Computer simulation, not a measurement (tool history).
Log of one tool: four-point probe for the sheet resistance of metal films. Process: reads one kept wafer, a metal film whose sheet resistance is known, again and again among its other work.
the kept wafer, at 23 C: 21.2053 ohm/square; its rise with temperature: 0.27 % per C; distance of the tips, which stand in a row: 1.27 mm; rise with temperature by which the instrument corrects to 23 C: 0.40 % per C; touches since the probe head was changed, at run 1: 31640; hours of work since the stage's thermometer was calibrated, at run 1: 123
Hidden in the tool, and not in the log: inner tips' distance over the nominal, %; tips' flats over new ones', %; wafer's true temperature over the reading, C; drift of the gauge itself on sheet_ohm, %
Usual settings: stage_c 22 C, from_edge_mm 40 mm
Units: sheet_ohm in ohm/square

run   hour  stage_c  from_edge_mm  touches since the probe head was changed  hours of work since the stage's thermometer was calibrated  sheet_ohm
  1      0       22            40                                     31640                                                         123  21.233647
  2   20.4       22            40                                     32565                                                         135  21.230284
  3   46.9       22            40                                     33767                                                         151  21.230105
  4   71.8       22            40                                     34893                                                         165  21.227413
  5     96       22            40                                     35992                                                         179  21.222749
  6  107.6       22            11                                     36516                                                         186  21.354877
  7  131.8       22            11                                     37613                                                         200  21.364994
  8  146.3       22            11                                     38270                                                         209  21.358169
  9  161.3       22            20                                     38950                                                         218  21.251097
 10  179.6       22            20                                     39779                                                         228  21.252171
 11  199.3       28            40                                     40673                                                         240  21.053725
 12    223       23            23                                     41748                                                         254  21.212652
 13  235.3       19            40                                     42302                                                         261  21.294922
     238.3  -- stage's thermometer calibrated
 14  248.5       19            40                                     42879                                                           6  21.298921
 15  273.7       21            12                                     44022                                                          21  21.352992
 16  286.3       24             7                                     44591                                                          28  21.511608
 17  304.8       24             7                                     45431                                                          39  21.506696
     313.1  -- stage's thermometer calibrated, once more
 18  325.1       25            75                                     46328                                                           7  21.134186
 19  336.6       25            75                                     46848                                                          14  21.133769
 20  350.1       25            75                                     47462                                                          22  21.138191
 21  376.4       21             4                                     48654                                                          37  22.325242
 22  400.7       21             4                                     49752                                                          51  22.324795

4 ways to go on from here, each from the tool as it stands after run 22. What would each give?
  A  414.7       26            54                                     50387                                                          59          ?
  B  414.7       26            45                                     50387                                                          59          ?
  C  414.7       26            20                                     50387                                                          59          ?
  D  414.7       22             7                                     50387                                                          59          ?

run  sheet_ohm
  A  21.100497
  B  21.108213
  C  21.137301
  D   21.57654
Without the tool's hidden state the same runs would have given:
run  sheet_ohm
  A   21.12584
  B  21.133565
  C  21.162684
  D    21.6024
